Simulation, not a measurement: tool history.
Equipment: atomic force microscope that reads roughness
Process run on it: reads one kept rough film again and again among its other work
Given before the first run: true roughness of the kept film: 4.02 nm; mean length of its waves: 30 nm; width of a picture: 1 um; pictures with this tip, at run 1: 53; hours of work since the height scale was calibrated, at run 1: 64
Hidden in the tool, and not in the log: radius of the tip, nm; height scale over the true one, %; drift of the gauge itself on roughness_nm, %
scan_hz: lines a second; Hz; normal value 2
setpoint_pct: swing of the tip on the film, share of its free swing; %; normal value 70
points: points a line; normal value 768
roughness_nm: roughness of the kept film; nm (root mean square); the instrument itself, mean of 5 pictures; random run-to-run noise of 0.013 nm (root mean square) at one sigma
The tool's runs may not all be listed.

| run | hour | scan_hz | setpoint_pct | points | pictures with this tip | hours of work since the height scale was calibrated | roughness_nm |
|---|---|---|---|---|---|---|---|
| 1 | 0 | 2 | 70 | 768 | 53 | 64 | 2.881 |
| 2 | 8 | 2 | 70 | 768 | 63 | 67 | 2.835 |
| 3 | 18.9 | 2 | 70 | 768 | 77 | 72 | 2.749 |
| 4 | 34.9 | 2 | 70 | 768 | 97 | 79 | 2.702 |
| 5 | 43.4 | 2 | 70 | 398 | 108 | 83 | 2.635 |
| 6 | 57.4 | 2 | 70 | 398 | 125 | 89 | 2.55 |
| 7 | 66.2 | 2 | 70 | 768 | 136 | 93 | 2.516 |
| 8 | 77.2 | 2 | 70 | 768 | 150 | 98 | 2.495 |
| 9 | 95 | 2 | 70 | 768 | 172 | 106 | 2.411 |
| 10 | 110.4 | 2 | 73 | 351 | 192 | 113 | 2.303 |
| 11 | 123.3 | 2 | 73 | 351 | 208 | 118 | 2.233 |
| 12 | 137.7 | 3.22 | 66 | 351 | 226 | 125 | 2.161 |
|  | 139.7 | new tip fitted |
| 13 | 156.6 | 3.22 | 66 | 351 | 21 | 133 | 2.967 |
| 14 | 173.7 | 1.68 | 71 | 496 | 43 | 141 | 2.978 |
| 15 | 186 | 1.68 | 71 | 496 | 58 | 146 | 2.921 |
| 16 | 203.1 | 1.69 | 71 | 496 | 80 | 154 | 2.826 |
| 17 | 212.9 | 1.28 | 70 | 357 | 92 | 158 | 2.828 |

Each row is a separate what-if for the run after 17, all from the same tool condition, not one after another. Results?
| A | 221.6 | 1.28 | 75 | 357 | 103 | 162 | ? |
| B | 221.6 | 1.73 | 70 | 357 | 103 | 162 | ? |
| C | 221.6 | 0.62 | 86 | 768 | 103 | 162 | ? |

| run | roughness_nm |
|---|---|
| A | 2.743 |
| B | 2.722 |
| C | 2.792 |
Take away the tool's hidden state, keep each run's random variation, and the runs would have read:
| run | roughness_nm |
|---|---|
| A | 3.245 |
| B | 3.221 |
| C | 3.303 |
